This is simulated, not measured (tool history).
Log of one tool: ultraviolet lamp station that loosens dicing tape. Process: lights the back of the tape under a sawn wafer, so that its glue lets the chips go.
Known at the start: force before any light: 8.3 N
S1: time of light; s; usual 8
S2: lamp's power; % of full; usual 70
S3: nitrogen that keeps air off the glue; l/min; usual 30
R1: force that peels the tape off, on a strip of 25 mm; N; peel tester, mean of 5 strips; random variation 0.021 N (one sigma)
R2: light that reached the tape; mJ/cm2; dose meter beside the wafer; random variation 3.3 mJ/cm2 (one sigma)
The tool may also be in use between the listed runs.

run    hour  S1   S2  S3     R1   R2
  1     0.0   8   70  30  1.614  400
       27.4  -- window cleaned of glue's vapour
  2    49.2   8   70  30  1.515  422
  3    79.0   8   70  53  1.187  420
  4   128.7   8   70  53  1.170  414
  5   167.9   8   70  53  1.198  402
  6   211.8   8   70  30  1.616  406
  7   239.5   8   70  30  1.553  399
  8   273.9   5   70  30  2.898  250
      287.3  -- lamp changed
  9   299.3   5   70  30  2.269  312
 10   346.8   5   70  30  2.324  310
 11   396.9   5   70  30  2.335  305
 12   425.3   5   70  30  2.317  304
 13   464.0   8   94  30  0.640  650
 14   491.5   8   94  30  0.668  648
 15   522.1   8   94  30  0.667  641
 16   571.2   8   94  30  0.713  632
 17   600.9   8   94  30  0.684  634
 18   633.8   8   94  30  0.703  627
 19   661.0   8   94  10  1.483  626
 20   687.8   8   94  10  1.477  620
 21   723.8   8   94  10  1.466  618
 22   745.0   8   94  10  1.487  621
 23   793.2   4   93  10  3.311  304
 24   834.2  16   66  10  0.861  859
 25   856.5  10   60  30  1.183  480
 26   887.3   8   64  15  2.170  409
 27   931.4   7   98  23  1.110  542
 28   955.3   6   74  30  1.992  354
 29   991.9  15   74  30  0.353  871
 30  1027.7   5  100  21  1.977  386
 31  1058.1   5  100  21  2.051  387
 32  1079.8  13   86  47  0.279  861
     1095.6  -- window cleaned of glue's vapour
 33  1106.6   5   77  30  2.295  314
 34  1144.6   5   77  30  2.274  316
 35  1195.3   8   70  14  1.987  451
 36  1245.2   5   89  56  1.422  356
 37  1285.1   8   73  57  0.892  466
 38  1309.9  14   72  57  0.303  800
 39  1350.9   7   65  30  1.967  355
 40  1391.8   8   70  14  2.070  439
 41  1433.7  15   82  29  0.310  949

4 ways to go on from here, each from the tool as it stands after run 41. What would each give?
  A  1469.2   5  80   9   ?   ?
  B  1469.2   8  68  23   ?   ?
  C  1469.2  13  66  21   ?   ?
  D  1469.2   8  70  48   ?   ?

run     R1   R2
  A  3.597  304
  B  1.715  412
  C  0.874  660
  D  1.123  426
Without the tool's hidden state the same runs would have given:
run     R1   R2
  A  3.017  369
  B  1.252  501
  C  0.583  802
  D  0.775  518
